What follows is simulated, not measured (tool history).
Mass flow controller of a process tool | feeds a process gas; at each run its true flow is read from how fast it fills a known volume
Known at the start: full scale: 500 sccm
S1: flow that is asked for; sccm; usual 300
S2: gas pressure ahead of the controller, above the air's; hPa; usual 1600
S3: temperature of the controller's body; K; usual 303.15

{"run": 1, "day": 0.0, "S1": 300, "S2": 1600, "S3": 303.15, "true flow (%)": 98.54}
{"run": 2, "day": 2.533, "S1": 300, "S2": 1600, "S3": 303.15, "true flow (%)": 98.65}
{"run": 3, "day": 7.65, "S1": 300, "S2": 1650, "S3": 303.15, "true flow (%)": 98.55}
{"run": 4, "day": 11.246, "S1": 300, "S2": 1650, "S3": 303.15, "true flow (%)": 98.49}
{"run": 5, "day": 16.358, "S1": 300, "S2": 1650, "S3": 303.15, "true flow (%)": 98.57}
{"run": 6, "day": 20.296, "S1": 300, "S2": 1650, "S3": 306.15, "true flow (%)": 98.16}
{"run": 7, "day": 24.054, "S1": 300, "S2": 1600, "S3": 309.15, "true flow (%)": 97.99}
{"run": 8, "day": 26.454, "S1": 300, "S2": 1600, "S3": 309.15, "true flow (%)": 97.88}
{"run": 9, "day": 30.579, "S1": 300, "S2": 1600, "S3": 294.15, "true flow (%)": 99.58}
{"run": 10, "day": 35.4, "S1": 300, "S2": 1600, "S3": 294.15, "true flow (%)": 99.5}
{"run": 11, "day": 39.033, "S1": 300, "S2": 1600, "S3": 303.15, "true flow (%)": 98.63}
{"run": 12, "day": 43.367, "S1": 300, "S2": 1600, "S3": 303.15, "true flow (%)": 98.52}
{"run": 13, "day": 45.658, "S1": 300, "S2": 1600, "S3": 303.15, "true flow (%)": 98.54}
{"run": 14, "day": 50.229, "S1": 300, "S2": 1690, "S3": 303.15, "true flow (%)": 98.65}
{"run": 15, "day": 53.042, "S1": 201, "S2": 2130, "S3": 308.15, "true flow (%)": 98.01}
{"run": 16, "day": 56.45, "S1": 81, "S2": 2040, "S3": 305.15, "true flow (%)": 98.65}
{"run": 17, "day": 59.638, "S1": 81, "S2": 2040, "S3": 305.15, "true flow (%)": 98.83}
{"run": 18, "day": 64.675, "S1": 98, "S2": 2450, "S3": 302.15, "true flow (%)": 99.03}
{"run": 19, "day": 68.262, "S1": 184, "S2": 1690, "S3": 303.15, "true flow (%)": 98.54}
{"run": 20, "day": 70.592, "S1": 184, "S2": 1490, "S3": 297.15, "true flow (%)": 99.27}
{"run": 21, "day": 75.225, "S1": 184, "S2": 1850, "S3": 297.15, "true flow (%)": 99.34}
{"run": 22, "day": 79.396, "S1": 58, "S2": 1420, "S3": 305.15, "true flow (%)": 99.69}
{"run": 23, "day": 83.058, "S1": 73, "S2": 1510, "S3": 295.15, "true flow (%)": 100.45}
{"run": 24, "day": 86.367, "S1": 265, "S2": 1600, "S3": 311.15, "true flow (%)": 97.63}
{"run": 25, "day": 90.946, "S1": 265, "S2": 1600, "S3": 311.15, "true flow (%)": 97.78}
{"run": 26, "day": 93.554, "S1": 490, "S2": 1600, "S3": 303.15, "true flow (%)": 99.16}
{"run": 27, "day": 96.304, "S1": 189, "S2": 1700, "S3": 308.15, "true flow (%)": 98.05}

Forecast each of these 3 alternatives for the next run:
{"run": "A", "day": 99.721, "S1": 100, "S2": 2110, "S3": 298.15, "true flow (%)": "?"}
{"run": "B", "day": 99.721, "S1": 218, "S2": 1760, "S3": 298.15, "true flow (%)": "?"}
{"run": "C", "day": 99.721, "S1": 300, "S2": 1600, "S3": 299.15, "true flow (%)": "?"}

run=A true_flow_(%)=99.95
run=B true_flow_(%)=99.31
run=C true_flow_(%)=99.14
Without the tool's hidden state the same runs would have given:
run=A true_flow_(%)=98.59
run=B true_flow_(%)=99.01
run=C true_flow_(%)=99.08
